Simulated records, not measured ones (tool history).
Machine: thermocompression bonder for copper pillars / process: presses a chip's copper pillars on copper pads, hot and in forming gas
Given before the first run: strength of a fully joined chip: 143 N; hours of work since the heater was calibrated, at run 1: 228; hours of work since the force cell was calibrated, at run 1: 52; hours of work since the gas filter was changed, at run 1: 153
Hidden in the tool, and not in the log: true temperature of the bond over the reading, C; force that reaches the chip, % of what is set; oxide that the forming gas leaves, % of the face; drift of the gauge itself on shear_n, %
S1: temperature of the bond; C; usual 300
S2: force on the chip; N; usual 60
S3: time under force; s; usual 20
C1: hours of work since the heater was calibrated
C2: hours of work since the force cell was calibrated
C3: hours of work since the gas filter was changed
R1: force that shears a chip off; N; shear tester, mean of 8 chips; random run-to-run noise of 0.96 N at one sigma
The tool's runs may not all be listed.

run     day   S1  S2  S3   C1   C2   C3     R1
  1   0.000  300  60  20  228   52  153   85.6
  2   1.158  327  60  20  247   71  172  104.9
  3   2.192  327  60  20  263   87  188  102.5
  4   3.254  300  39  20  280  104  205   70.5
  5   4.271  300  60  27  296  120  221   92.6
  6   5.346  300  60  17  313  137  238   78.0
  7   5.838  300  60  17  321  145  246   77.5
  8   6.954  300  60  20  339  163  264   83.0
      7.671  -- forming gas filter changed
  9   7.908  300  60  20  353  178    4   90.8
 10   8.696  300  60  20  366  190   16   90.0
      8.850  -- force cell calibrated
 11   9.833  300  60  20  383   16   33   90.1
 12  10.992  300  60  20  401   34   52   90.1
 13  11.829  291  72  22  414   47   65   88.8
     11.992  -- force cell calibrated, once more
 14  12.771  291  72  22  428   12   79   88.6
 15  13.442  313  60  53  439   23   90  119.3
 16  14.521  275  40  20  456   40  107   54.6
 17  15.500  300  44  20  472   56  122   78.2
 18  16.154  318  37  27  482   66  133   95.6
 19  16.762  318  37  27  492   76  142   94.0
 20  17.333  318  37  27  501   85  151   92.4
 21  18.112  276  37  27  513   97  164   59.7
 22  19.225  322  86  47  531  115  181  126.5

What if the next run were any one of these 3? Each begins from the tool's condition after run 22:
  A  20.312  321  60  20  548  132  199   ?
  B  20.312  300  60  20  548  132  199   ?
  C  20.312  280  51  20  548  132  199   ?

run     R1
  A  100.4
  B   83.5
  C   63.2
Stripped of hidden state, with their random variation kept, the same runs would have yielded:
run     R1
  A  106.7
  B   88.3
  C   66.5
